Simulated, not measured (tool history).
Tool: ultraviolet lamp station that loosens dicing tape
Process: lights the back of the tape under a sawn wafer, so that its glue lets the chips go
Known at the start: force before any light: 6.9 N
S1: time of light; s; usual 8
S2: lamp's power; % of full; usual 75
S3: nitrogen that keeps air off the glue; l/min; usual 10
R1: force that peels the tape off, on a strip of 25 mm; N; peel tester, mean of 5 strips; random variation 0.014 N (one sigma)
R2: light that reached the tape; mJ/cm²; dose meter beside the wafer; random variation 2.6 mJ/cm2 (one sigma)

run,hour,S1,S2,S3,R1,R2
1,0,8,75,10,0.972,272
2,68.5,8,75,10,1.034,268
3,116.3,8,66,10,1.31,232
4,164.7,15,66,10,0.419,428
5,218.3,15,66,10,0.437,416
6,275.8,15,66,10,0.456,409
7,324.8,15,66,10,0.465,403
8,391.3,8,75,10,1.31,235
9,446,8,93,10,0.903,290
10,475.8,9,66,10,1.304,225
11,545.3,5,81,10,2.3,154
12,577.2,8,66,10,1.67,195
13,631.1,8,66,10,1.653,190
# hour 646.6: window cleaned of glue's vapour
14,664.6,7,95,6,1.188,272
15,728.8,10,95,6,0.654,383
16,792.2,8,88,10,0.967,274
17,846.2,11,90,10,0.521,378
18,914.6,11,90,10,0.546,368

3 ways to go on from here, each from the tool as it stands after run 18. What would each give?
A,980.2,13,93,6,?,?
B,980.2,8,67,11,?,?
C,980.2,5,70,3,?,?

run,R1,R2
A,0.495,437
B,1.597,195
C,3.333,129
Without the tool's hidden state the same runs would have given:
run,R1,R2
A,0.242,669
B,0.801,297
C,2.324,197
